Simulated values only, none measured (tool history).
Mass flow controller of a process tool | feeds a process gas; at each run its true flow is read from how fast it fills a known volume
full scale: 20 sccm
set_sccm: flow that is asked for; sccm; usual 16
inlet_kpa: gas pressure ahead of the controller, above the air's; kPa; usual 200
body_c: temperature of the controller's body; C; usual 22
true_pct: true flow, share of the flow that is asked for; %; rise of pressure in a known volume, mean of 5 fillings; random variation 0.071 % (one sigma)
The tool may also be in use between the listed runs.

run	hour	set_sccm	inlet_kpa	body_c	true_pct
1	0	16	200	22	99.62
2	561.7	16	172	22	99.58
3	956.4	16	172	31	98.92
4	1466.8	16	200	22	99.55
5	1868.1	16	200	22	99.57
6	2226.9	16	200	22	99.58
7	2653.2	16	200	22	99.52
8	3073.6	16	200	22	99.61
9	3309.2	16	163	22	99.79
10	3663.7	16	163	22	99.69
11	3983.7	13	168	27	98.87
12	4231	16	193	22	99.6
13	4668.3	16	193	22	99.79
14	5076	16	193	22	99.7
15	5549.8	16	200	24	99.34
16	5967.6	9	178	21	98
17	6264.9	5	200	36	94.18
# hour 6707.2: controller's zero set anew
18	6740.8	5	200	36	99.14
19	7262.2	8	166	33	99.68

4 ways to go on from here, each from the tool as it stands after run 19. What would each give?
A	7595.1	16	185	34	?
B	7595.1	9	170	33	?
C	7595.1	13	186	22	?
D	7595.1	18	200	22	?

run	true_pct
A	100.5
B	99.63
C	100.92
D	101.43
Without the tool's hidden state the same runs would have given:
run	true_pct
A	99.1
B	98.41
C	99.58
D	100
